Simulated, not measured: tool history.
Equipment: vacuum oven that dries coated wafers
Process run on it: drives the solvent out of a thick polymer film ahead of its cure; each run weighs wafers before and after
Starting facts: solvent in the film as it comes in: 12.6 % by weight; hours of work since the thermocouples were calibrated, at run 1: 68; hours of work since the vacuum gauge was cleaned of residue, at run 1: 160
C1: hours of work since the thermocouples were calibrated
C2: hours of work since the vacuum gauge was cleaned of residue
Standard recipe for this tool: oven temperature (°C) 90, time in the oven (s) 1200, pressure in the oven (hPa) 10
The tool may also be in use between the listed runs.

{"run": 1, "day": 0.0, "oven temperature (°C)": 90, "time in the oven (s)": 1200, "pressure in the oven (hPa)": 10, "C1": 68, "C2": 160, "solvent left in the film (%)": 0.943}
{"run": 2, "day": 0.588, "oven temperature (°C)": 89, "time in the oven (s)": 1200, "pressure in the oven (hPa)": 10, "C1": 79, "C2": 171, "solvent left in the film (%)": 1.06}
{"run": 3, "day": 1.254, "oven temperature (°C)": 89, "time in the oven (s)": 1800, "pressure in the oven (hPa)": 10, "C1": 92, "C2": 184, "solvent left in the film (%)": 0.465}
{"run": 4, "day": 1.771, "oven temperature (°C)": 90, "time in the oven (s)": 1200, "pressure in the oven (hPa)": 10, "C1": 101, "C2": 193, "solvent left in the film (%)": 0.939}
{"run": 5, "day": 2.546, "oven temperature (°C)": 90, "time in the oven (s)": 660, "pressure in the oven (hPa)": 10, "C1": 116, "C2": 208, "solvent left in the film (%)": 2.579}
{"run": 6, "day": 3.008, "oven temperature (°C)": 90, "time in the oven (s)": 660, "pressure in the oven (hPa)": 10, "C1": 125, "C2": 217, "solvent left in the film (%)": 2.587}
{"run": 7, "day": 3.45, "oven temperature (°C)": 90, "time in the oven (s)": 1200, "pressure in the oven (hPa)": 28.5, "C1": 133, "C2": 225, "solvent left in the film (%)": 1.285}
{"run": 8, "day": 4.192, "oven temperature (°C)": 90, "time in the oven (s)": 1200, "pressure in the oven (hPa)": 28.5, "C1": 147, "C2": 239, "solvent left in the film (%)": 1.287}
{"run": 9, "day": 4.958, "oven temperature (°C)": 83, "time in the oven (s)": 1200, "pressure in the oven (hPa)": 10, "C1": 161, "C2": 253, "solvent left in the film (%)": 2.031}
{"run": 10, "day": 5.671, "oven temperature (°C)": 90, "time in the oven (s)": 1260, "pressure in the oven (hPa)": 10, "C1": 175, "C2": 267, "solvent left in the film (%)": 0.839}
{"run": 11, "day": 6.292, "oven temperature (°C)": 90, "time in the oven (s)": 1200, "pressure in the oven (hPa)": 10, "C1": 186, "C2": 278, "solvent left in the film (%)": 0.925}
{"run": 12, "day": 7.1, "oven temperature (°C)": 90, "time in the oven (s)": 1200, "pressure in the oven (hPa)": 10, "C1": 202, "C2": 294, "solvent left in the film (%)": 0.91}
{"run": 13, "day": 7.858, "oven temperature (°C)": 90, "time in the oven (s)": 1200, "pressure in the oven (hPa)": 10, "C1": 216, "C2": 308, "solvent left in the film (%)": 0.92}
{"run": 14, "day": 8.346, "oven temperature (°C)": 91, "time in the oven (s)": 1200, "pressure in the oven (hPa)": 10, "C1": 225, "C2": 317, "solvent left in the film (%)": 0.803}
{"run": 15, "day": 8.912, "oven temperature (°C)": 91, "time in the oven (s)": 1200, "pressure in the oven (hPa)": 10, "C1": 236, "C2": 328, "solvent left in the film (%)": 0.804}
{"run": 16, "day": 9.262, "oven temperature (°C)": 91, "time in the oven (s)": 1200, "pressure in the oven (hPa)": 10, "C1": 242, "C2": 334, "solvent left in the film (%)": 0.795}
{"run": 17, "day": 9.771, "oven temperature (°C)": 91, "time in the oven (s)": 1200, "pressure in the oven (hPa)": 10, "C1": 252, "C2": 344, "solvent left in the film (%)": 0.789}
{"run": 18, "day": 10.162, "oven temperature (°C)": 91, "time in the oven (s)": 1200, "pressure in the oven (hPa)": 10, "C1": 259, "C2": 351, "solvent left in the film (%)": 0.801}
{"run": 19, "day": 10.817, "oven temperature (°C)": 90, "time in the oven (s)": 1200, "pressure in the oven (hPa)": 5.1, "C1": 271, "C2": 363, "solvent left in the film (%)": 0.801}
{"run": 20, "day": 11.196, "oven temperature (°C)": 90, "time in the oven (s)": 1200, "pressure in the oven (hPa)": 5.1, "C1": 278, "C2": 370, "solvent left in the film (%)": 0.807}
{"run": 21, "day": 11.792, "oven temperature (°C)": 90, "time in the oven (s)": 1200, "pressure in the oven (hPa)": 5.1, "C1": 290, "C2": 382, "solvent left in the film (%)": 0.806}
{"run": 22, "day": 12.383, "oven temperature (°C)": 90, "time in the oven (s)": 1200, "pressure in the oven (hPa)": 5.1, "C1": 301, "C2": 393, "solvent left in the film (%)": 0.816}
{"run": 23, "day": 12.846, "oven temperature (°C)": 90, "time in the oven (s)": 1200, "pressure in the oven (hPa)": 5.1, "C1": 309, "C2": 401, "solvent left in the film (%)": 0.8}
{"run": 24, "day": 13.3, "oven temperature (°C)": 90, "time in the oven (s)": 1200, "pressure in the oven (hPa)": 5.1, "C1": 318, "C2": 410, "solvent left in the film (%)": 0.804}
{"run": 25, "day": 13.746, "oven temperature (°C)": 90, "time in the oven (s)": 1200, "pressure in the oven (hPa)": 5.1, "C1": 326, "C2": 418, "solvent left in the film (%)": 0.798}
{"run": 26, "day": 14.55, "oven temperature (°C)": 95, "time in the oven (s)": 1920, "pressure in the oven (hPa)": 7, "C1": 341, "C2": 433, "solvent left in the film (%)": 0.165}
{"run": 27, "day": 15.067, "oven temperature (°C)": 95, "time in the oven (s)": 1920, "pressure in the oven (hPa)": 7, "C1": 351, "C2": 443, "solvent left in the film (%)": 0.168}
{"run": 28, "day": 15.479, "oven temperature (°C)": 95, "time in the oven (s)": 1920, "pressure in the oven (hPa)": 7, "C1": 359, "C2": 451, "solvent left in the film (%)": 0.154}
{"run": 29, "day": 15.867, "oven temperature (°C)": 95, "time in the oven (s)": 900, "pressure in the oven (hPa)": 7, "C1": 366, "C2": 458, "solvent left in the film (%)": 0.802}
{"run": 30, "day": 16.2, "oven temperature (°C)": 90, "time in the oven (s)": 840, "pressure in the oven (hPa)": 8.1, "C1": 372, "C2": 464, "solvent left in the film (%)": 1.695}
{"run": 31, "day": 16.862, "oven temperature (°C)": 92, "time in the oven (s)": 1380, "pressure in the oven (hPa)": 33.3, "C1": 385, "C2": 477, "solvent left in the film (%)": 0.904}
{"run": 32, "day": 17.562, "oven temperature (°C)": 83, "time in the oven (s)": 1860, "pressure in the oven (hPa)": 7.5, "C1": 398, "C2": 490, "solvent left in the film (%)": 0.855}
{"run": 33, "day": 18.212, "oven temperature (°C)": 83, "time in the oven (s)": 1860, "pressure in the oven (hPa)": 7.5, "C1": 410, "C2": 502, "solvent left in the film (%)": 0.861}
{"run": 34, "day": 18.546, "oven temperature (°C)": 104, "time in the oven (s)": 1200, "pressure in the oven (hPa)": 29.2, "C1": 416, "C2": 508, "solvent left in the film (%)": 0.386}
{"run": 35, "day": 19.192, "oven temperature (°C)": 76, "time in the oven (s)": 1200, "pressure in the oven (hPa)": 6.4, "C1": 428, "C2": 520, "solvent left in the film (%)": 3.398}
{"run": 36, "day": 20.017, "oven temperature (°C)": 93, "time in the oven (s)": 1860, "pressure in the oven (hPa)": 8.6, "C1": 444, "C2": 536, "solvent left in the film (%)": 0.235}
{"run": 37, "day": 20.558, "oven temperature (°C)": 104, "time in the oven (s)": 780, "pressure in the oven (hPa)": 12.3, "C1": 454, "C2": 546, "solvent left in the film (%)": 0.367}
{"run": 38, "day": 20.929, "oven temperature (°C)": 104, "time in the oven (s)": 780, "pressure in the oven (hPa)": 12.3, "C1": 461, "C2": 553, "solvent left in the film (%)": 0.378}
{"run": 39, "day": 21.475, "oven temperature (°C)": 104, "time in the oven (s)": 780, "pressure in the oven (hPa)": 12.3, "C1": 471, "C2": 563, "solvent left in the film (%)": 0.366}
{"run": 40, "day": 22.175, "oven temperature (°C)": 95, "time in the oven (s)": 720, "pressure in the oven (hPa)": 39.3, "C1": 484, "C2": 576, "solvent left in the film (%)": 1.729}
{"run": 41, "day": 22.508, "oven temperature (°C)": 95, "time in the oven (s)": 1140, "pressure in the oven (hPa)": 29.9, "C1": 491, "C2": 583, "solvent left in the film (%)": 0.813}
{"run": 42, "day": 23.217, "oven temperature (°C)": 82, "time in the oven (s)": 720, "pressure in the oven (hPa)": 38.2, "C1": 504, "C2": 596, "solvent left in the film (%)": 4.42}
{"run": 43, "day": 23.696, "oven temperature (°C)": 82, "time in the oven (s)": 780, "pressure in the oven (hPa)": 5.6, "C1": 513, "C2": 605, "solvent left in the film (%)": 3.52}
{"run": 44, "day": 24.462, "oven temperature (°C)": 78, "time in the oven (s)": 1080, "pressure in the oven (hPa)": 5.6, "C1": 527, "C2": 619, "solvent left in the film (%)": 3.243}
{"run": 45, "day": 24.854, "oven temperature (°C)": 90, "time in the oven (s)": 1260, "pressure in the oven (hPa)": 8.7, "C1": 535, "C2": 627, "solvent left in the film (%)": 0.759}
{"run": 46, "day": 25.188, "oven temperature (°C)": 88, "time in the oven (s)": 600, "pressure in the oven (hPa)": 6.2, "C1": 541, "C2": 633, "solvent left in the film (%)": 3.122}
{"run": 47, "day": 25.946, "oven temperature (°C)": 90, "time in the oven (s)": 1200, "pressure in the oven (hPa)": 8, "C1": 555, "C2": 647, "solvent left in the film (%)": 0.824}
{"run": 48, "day": 26.317, "oven temperature (°C)": 90, "time in the oven (s)": 1200, "pressure in the oven (hPa)": 8, "C1": 562, "C2": 654, "solvent left in the film (%)": 0.828}

What would each run have given without the hidden state, its run-to-run variation left as it was?
The tool's hidden condition here consists of: true wafer temperature over the reading, C; true pressure over the reading, kPa; drift of the gauge itself on solvent_pct, %.
run=1 solvent_left_in_the_film_(%)=0.954
run=2 solvent_left_in_the_film_(%)=1.075
run=3 solvent_left_in_the_film_(%)=0.469
run=4 solvent_left_in_the_film_(%)=0.956
run=5 solvent_left_in_the_film_(%)=2.621
run=6 solvent_left_in_the_film_(%)=2.632
run=7 solvent_left_in_the_film_(%)=1.311
run=8 solvent_left_in_the_film_(%)=1.316
run=9 solvent_left_in_the_film_(%)=2.083
run=10 solvent_left_in_the_film_(%)=0.867
run=11 solvent_left_in_the_film_(%)=0.958
run=12 solvent_left_in_the_film_(%)=0.945
run=13 solvent_left_in_the_film_(%)=0.957
run=14 solvent_left_in_the_film_(%)=0.838
run=15 solvent_left_in_the_film_(%)=0.84
run=16 solvent_left_in_the_film_(%)=0.832
run=17 solvent_left_in_the_film_(%)=0.827
run=18 solvent_left_in_the_film_(%)=0.841
run=19 solvent_left_in_the_film_(%)=0.847
run=20 solvent_left_in_the_film_(%)=0.855
run=21 solvent_left_in_the_film_(%)=0.855
run=22 solvent_left_in_the_film_(%)=0.867
run=23 solvent_left_in_the_film_(%)=0.853
run=24 solvent_left_in_the_film_(%)=0.858
run=25 solvent_left_in_the_film_(%)=0.854
run=26 solvent_left_in_the_film_(%)=0.157
run=27 solvent_left_in_the_film_(%)=0.16
run=28 solvent_left_in_the_film_(%)=0.146
run=29 solvent_left_in_the_film_(%)=0.865
run=30 solvent_left_in_the_film_(%)=1.806
run=31 solvent_left_in_the_film_(%)=0.947
run=32 solvent_left_in_the_film_(%)=0.917
run=33 solvent_left_in_the_film_(%)=0.924
run=34 solvent_left_in_the_film_(%)=0.387
run=35 solvent_left_in_the_film_(%)=3.566
run=36 solvent_left_in_the_film_(%)=0.233
run=37 solvent_left_in_the_film_(%)=0.396
run=38 solvent_left_in_the_film_(%)=0.407
run=39 solvent_left_in_the_film_(%)=0.396
run=40 solvent_left_in_the_film_(%)=1.861
run=41 solvent_left_in_the_film_(%)=0.867
run=42 solvent_left_in_the_film_(%)=4.631
run=43 solvent_left_in_the_film_(%)=3.725
run=44 solvent_left_in_the_film_(%)=3.45
run=45 solvent_left_in_the_film_(%)=0.84
run=46 solvent_left_in_the_film_(%)=3.332
run=47 solvent_left_in_the_film_(%)=0.917
run=48 solvent_left_in_the_film_(%)=0.923

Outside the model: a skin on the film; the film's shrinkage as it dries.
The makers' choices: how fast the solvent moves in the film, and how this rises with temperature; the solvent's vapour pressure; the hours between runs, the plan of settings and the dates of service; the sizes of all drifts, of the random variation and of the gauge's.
